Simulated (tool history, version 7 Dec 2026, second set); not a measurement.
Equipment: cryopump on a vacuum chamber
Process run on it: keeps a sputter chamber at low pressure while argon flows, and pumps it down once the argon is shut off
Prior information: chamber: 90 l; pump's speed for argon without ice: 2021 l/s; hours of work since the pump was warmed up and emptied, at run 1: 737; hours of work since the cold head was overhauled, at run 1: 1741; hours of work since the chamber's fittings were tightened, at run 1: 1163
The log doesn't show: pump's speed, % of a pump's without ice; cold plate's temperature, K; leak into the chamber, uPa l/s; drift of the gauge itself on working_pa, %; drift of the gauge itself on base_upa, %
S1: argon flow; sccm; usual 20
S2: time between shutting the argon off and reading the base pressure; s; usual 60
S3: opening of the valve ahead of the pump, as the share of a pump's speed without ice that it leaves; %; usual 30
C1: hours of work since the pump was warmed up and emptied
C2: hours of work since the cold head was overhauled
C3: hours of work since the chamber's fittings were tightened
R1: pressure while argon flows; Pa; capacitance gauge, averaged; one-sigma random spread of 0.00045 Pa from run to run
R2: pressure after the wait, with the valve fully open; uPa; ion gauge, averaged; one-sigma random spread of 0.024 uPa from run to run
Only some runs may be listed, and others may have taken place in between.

run      day  S1   S2  S3   C1    C2    C3      R1    R2
  1        0  20   60  30  737  1741  1163  0.0615  1.79
  2    3.462  20   60  30  783  1788  1210  0.0623  1.79
  3    6.862  20   60  30  829  1833  1255   0.063  1.89
  4     9.15  20   60  30  860  1864  1286  0.0638  1.89
  5   12.238  20   60  30  901  1906  1327  0.0649  2.01
  6   16.842  16   60  30  963  1967  1389  0.0526  2.09
      17.975  -- pump warmed up, emptied and cooled again
  7   19.583  16   60  30   22  2001  1423  0.0455  1.67
  8   23.946  16   60  30   80  2060  1482  0.0454  1.64
  9   28.217  16   60  30  138  2117  1539  0.0464  1.76
 10   32.362  16   60  30  193  2173  1595  0.0458  1.81
 11   35.562  16   60  30  236  2216  1638  0.0469  1.79
 12       38  20   60  44  269  2249  1671  0.0399  1.92
 13   41.654  20   60  44  318  2298  1720  0.0402  1.88
 14   44.654  20   60  22  358  2338  1760  0.0787  1.92
 15   48.333  20   60  22  408  2388  1810  0.0796  1.97
      49.367  -- leaking fittings of the chamber tightened, without venting
 16   52.233  20   30  30  459  2439    39  0.0594  1.75
 17   55.925  11   30  30  509  2489    88  0.0332   1.8
 18   59.283  11   30  30  554  2534   133  0.0326  1.85
 19   63.067  11   30  30  605  2585   184  0.0332  1.84
 20   66.171  23   23  46  646  2626   226   0.049   2.3
 21   70.329  20   30  20  702  2682   282    0.09  1.92
 22   73.338  30   30  17  743  2723   322  0.1575  1.97
 23     75.2  30   30  17  768  2748   347  0.1577  1.98
 24   77.375  28   86  34  797  2777   376  0.0777     1
 25   81.321  28   86  34  850  2830   429  0.0787  1.11
 26   85.258  28   86  34  903  2883   482  0.0806  1.09
 27    87.25   8   21  38  930  2910   509  0.0215  2.84
 28   89.967   8   21  38  966  2946   546  0.0218  2.88
      90.846  -- pump warmed up, emptied and cooled again
 29   92.196  16   58  38   18  2973   573   0.036  1.23
 30   94.846  39   29  46   54  3009   608  0.0733  2.11
 31   97.571  22   60  24   90  3045   645  0.0779  1.27
 32  101.246  38  155  33  140  3095   694  0.0985  0.82
 33  104.354  38   38  23  181  3137   736  0.1426  1.72

Selected run-to-run steps in R1, each split into two signed amounts: the part the tool would show with no hidden state at all (from settings, incoming material and random variation), and the remainder, which goes to the hidden state together with any gauge scatter not common to the measured and the hidden-state-free results:
Run 6 -> 7: pump warmed up, emptied and cooled again. R1 -0.0071 Pa: hidden state -0.0069, all else -0.0002.
Run 21 -> 22: S1 20 -> 30, S3 20 -> 17. R1 +0.0675 Pa: hidden state +0.0035, all else +0.064.
Run 23 -> 24: S1 30 -> 28, S2 30 -> 86, S3 17 -> 34. R1 -0.08 Pa: hidden state -0.0003, all else -0.0797.
Run 26 -> 27: S1 28 -> 8, S2 86 -> 21, S3 34 -> 38. R1 -0.0591 Pa: hidden state -0.008, all else -0.0511.
